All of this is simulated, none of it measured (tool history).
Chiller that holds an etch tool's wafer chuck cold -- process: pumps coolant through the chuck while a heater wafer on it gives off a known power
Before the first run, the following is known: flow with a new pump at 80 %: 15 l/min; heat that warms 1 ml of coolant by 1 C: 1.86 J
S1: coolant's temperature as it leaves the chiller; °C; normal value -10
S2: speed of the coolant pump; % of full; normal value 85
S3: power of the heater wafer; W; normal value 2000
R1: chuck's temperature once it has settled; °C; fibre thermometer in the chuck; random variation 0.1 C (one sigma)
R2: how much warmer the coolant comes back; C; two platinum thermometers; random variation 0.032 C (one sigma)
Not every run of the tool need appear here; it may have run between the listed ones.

| run | hour | S1 | S2 | S3 | R1 | R2 |
|---|---|---|---|---|---|---|
| 1 | 0.0 | -10 | 85 | 2000 | 6.8 | 4.10 |
| 2 | 26.6 | -10 | 85 | 2000 | 7.1 | 4.14 |
| 3 | 53.8 | -10 | 85 | 2000 | 6.9 | 4.13 |
| 4 | 96.5 | -10 | 85 | 2000 | 6.9 | 4.18 |
| 5 | 132.3 | -10 | 85 | 2000 | 6.8 | 4.15 |
| 6 | 158.1 | -10 | 85 | 2000 | 6.9 | 4.09 |
| 7 | 182.9 | -10 | 85 | 2000 | 6.9 | 4.10 |
| 8 | 209.9 | -10 | 85 | 2000 | 7.0 | 4.14 |
| 9 | 239.6 | -10 | 85 | 2000 | 6.9 | 4.15 |
| 10 | 261.4 | -10 | 85 | 2000 | 6.9 | 4.15 |
| 11 | 285.7 | 0 | 85 | 2000 | 17.0 | 4.15 |
| 12 | 313.0 | -10 | 85 | 2000 | 7.2 | 4.13 |
| 13 | 350.7 | -10 | 85 | 2000 | 6.9 | 4.20 |
| 14 | 389.8 | -10 | 85 | 2000 | 7.1 | 4.22 |
| 15 | 426.7 | -10 | 85 | 2775 | 13.8 | 5.76 |
| 16 | 449.7 | -10 | 85 | 2775 | 13.7 | 5.77 |
| 17 | 490.0 | -10 | 85 | 2000 | 7.1 | 4.18 |
| 18 | 515.5 | -10 | 85 | 2000 | 7.2 | 4.20 |
| 19 | 541.5 | -8 | 84 | 2742 | 15.8 | 5.90 |
| 20 | 564.8 | -8 | 97 | 2742 | 13.3 | 4.88 |
| 21 | 603.7 | -10 | 78 | 1167 | 0.7 | 2.73 |
| 22 | 629.8 | -10 | 92 | 1167 | -0.6 | 2.28 |
| 23 | 665.2 | -10 | 74 | 1788 | 7.2 | 4.39 |
| 24 | 711.0 | -19 | 85 | 1500 | -6.1 | 3.23 |
| 25 | 734.6 | -19 | 85 | 1500 | -5.9 | 3.15 |
| 26 | 760.9 | -19 | 85 | 1500 | -6.1 | 3.15 |
| 27 | 785.0 | -19 | 85 | 1500 | -6.1 | 3.15 |
| 28 | 806.8 | -19 | 85 | 1500 | -6.1 | 3.21 |
| 29 | 836.2 | -15 | 87 | 2208 | 3.7 | 4.62 |
| 30 | 878.3 | -10 | 75 | 1395 | 3.2 | 3.43 |
| 31 | 903.0 | -10 | 75 | 1395 | 3.0 | 3.34 |
| 32 | 941.3 | -10 | 63 | 2000 | 11.6 | 5.85 |
| 33 | 963.6 | -10 | 68 | 1345 | 3.8 | 3.68 |

Predict each of these 3 candidate next runs independently; none follows another, all start after run 33:
| A | 999.4 | -4 | 91 | 1188 | ? | ? |
| B | 999.4 | -6 | 68 | 1116 | ? | ? |
| C | 999.4 | -12 | 87 | 2784 | ? | ? |

| run | R1 | R2 |
|---|---|---|
| A | 5.8 | 2.30 |
| B | 5.4 | 2.98 |
| C | 11.8 | 5.79 |
Without the tool's unlogged condition, the same runs would have read:
| run | R1 | R2 |
|---|---|---|
| A | 5.0 | 2.18 |
| B | 4.4 | 2.82 |
| C | 9.6 | 5.49 |

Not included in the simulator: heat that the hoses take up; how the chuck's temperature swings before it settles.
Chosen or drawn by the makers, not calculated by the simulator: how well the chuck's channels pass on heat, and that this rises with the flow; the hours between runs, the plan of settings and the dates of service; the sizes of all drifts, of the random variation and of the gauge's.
